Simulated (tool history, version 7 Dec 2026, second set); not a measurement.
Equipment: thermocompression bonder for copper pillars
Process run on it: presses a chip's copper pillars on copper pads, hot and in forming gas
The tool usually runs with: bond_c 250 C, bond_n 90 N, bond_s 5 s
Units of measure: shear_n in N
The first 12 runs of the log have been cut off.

{"run": 13, "hour": 133.6, "bond_c": 250, "bond_n": 90, "bond_s": 3, "shear_n": 46.2}
{"run": 14, "hour": 147.1, "bond_c": 250, "bond_n": 98, "bond_s": 3, "shear_n": 48.9}
{"run": 15, "hour": 162.6, "bond_c": 250, "bond_n": 98, "bond_s": 8, "shear_n": 74.2}
{"run": 16, "hour": 169.6, "bond_c": 236, "bond_n": 90, "bond_s": 5, "shear_n": 43.7}
{"run": 17, "hour": 179.4, "bond_c": 250, "bond_n": 90, "bond_s": 5, "shear_n": 55.5}
{"run": 18, "hour": 192.2, "bond_c": 250, "bond_n": 90, "bond_s": 5, "shear_n": 57.5}
{"hour": 201.4, "done": "forming gas filter changed"}
{"run": 19, "hour": 208.7, "bond_c": 250, "bond_n": 90, "bond_s": 5, "shear_n": 59.2}
{"run": 20, "hour": 219.2, "bond_c": 250, "bond_n": 90, "bond_s": 5, "shear_n": 58.7}
{"run": 21, "hour": 233.4, "bond_c": 241, "bond_n": 90, "bond_s": 5, "shear_n": 50.6}
{"run": 22, "hour": 240.1, "bond_c": 250, "bond_n": 109, "bond_s": 5, "shear_n": 73.5}
{"run": 23, "hour": 250.2, "bond_c": 256, "bond_n": 71, "bond_s": 5, "shear_n": 49.4}
{"run": 24, "hour": 257.2, "bond_c": 256, "bond_n": 71, "bond_s": 5, "shear_n": 49.5}
{"run": 25, "hour": 267.3, "bond_c": 256, "bond_n": 71, "bond_s": 5, "shear_n": 49.1}
{"run": 26, "hour": 277.0, "bond_c": 256, "bond_n": 71, "bond_s": 5, "shear_n": 48.2}

Run 27, settings as shown, results not yet in. Your forecast:
{"run": 27, "hour": 288.3, "bond_c": 256, "bond_n": 71, "bond_s": 5, "shear_n": "?"}

{"run 27": {"shear_n": 47.6}}
With no hidden state in the tool, this same run would have given shear_n 51.1 N.
